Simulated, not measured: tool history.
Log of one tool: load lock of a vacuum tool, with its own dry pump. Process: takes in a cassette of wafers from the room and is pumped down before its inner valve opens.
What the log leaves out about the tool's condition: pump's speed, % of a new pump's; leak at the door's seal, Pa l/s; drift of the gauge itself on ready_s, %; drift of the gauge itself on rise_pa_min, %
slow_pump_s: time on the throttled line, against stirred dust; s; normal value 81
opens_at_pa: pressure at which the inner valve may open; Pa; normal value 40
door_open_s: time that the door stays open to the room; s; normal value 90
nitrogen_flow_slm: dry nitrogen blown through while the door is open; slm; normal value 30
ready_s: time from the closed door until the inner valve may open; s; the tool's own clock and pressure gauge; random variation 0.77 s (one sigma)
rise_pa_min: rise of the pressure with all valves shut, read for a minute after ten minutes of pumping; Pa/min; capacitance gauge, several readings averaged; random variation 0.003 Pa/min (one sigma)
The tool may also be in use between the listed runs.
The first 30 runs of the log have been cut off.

run	hour	slow_pump_s	opens_at_pa	door_open_s	nitrogen_flow_slm	hours that the pump has run since its overhaul	times that the door has closed on its seal	incoming humidity of the room's air, %	ready_s	rise_pa_min
31	5109.6	81	62	90	34	10854	20091	42.1	156.4	0.021
32	5272.3	81	62	90	34	11016	20715	41.8	156.6	0.024
33	5451.5	81	41	90	7	11195	21403	47.2	162.9	0.037
34	5603.9	81	63	136	13	11348	21987	45.5	157.5	0.043
35	5729.5	57	40	90	30	11473	22470	43	144.8	0.027
36	5846.6	57	40	90	30	11590	22919	44.6	144.3	0.022
37	6031.9	44	40	90	30	11776	23629	45.8	134.9	0.023
38	6209.4	86	42	31	44	11953	24310	46.7	165.9	0.013

Forecast each of these 3 alternatives for the next run:
A	6426.4	86	42	52	34	12170	25143	44.7	?	?
B	6426.4	86	64	30	44	12170	25143	45.7	?	?
C	6426.4	81	40	37	30	12170	25143	45.3	?	?

run	ready_s	rise_pa_min
A	164.2	0.019
B	158.7	0.013
C	162.6	0.017
Without the tool's unlogged condition, the same runs would have read:
run	ready_s	rise_pa_min
A	164.2	0.017
B	158.6	0.012
C	162.6	0.016
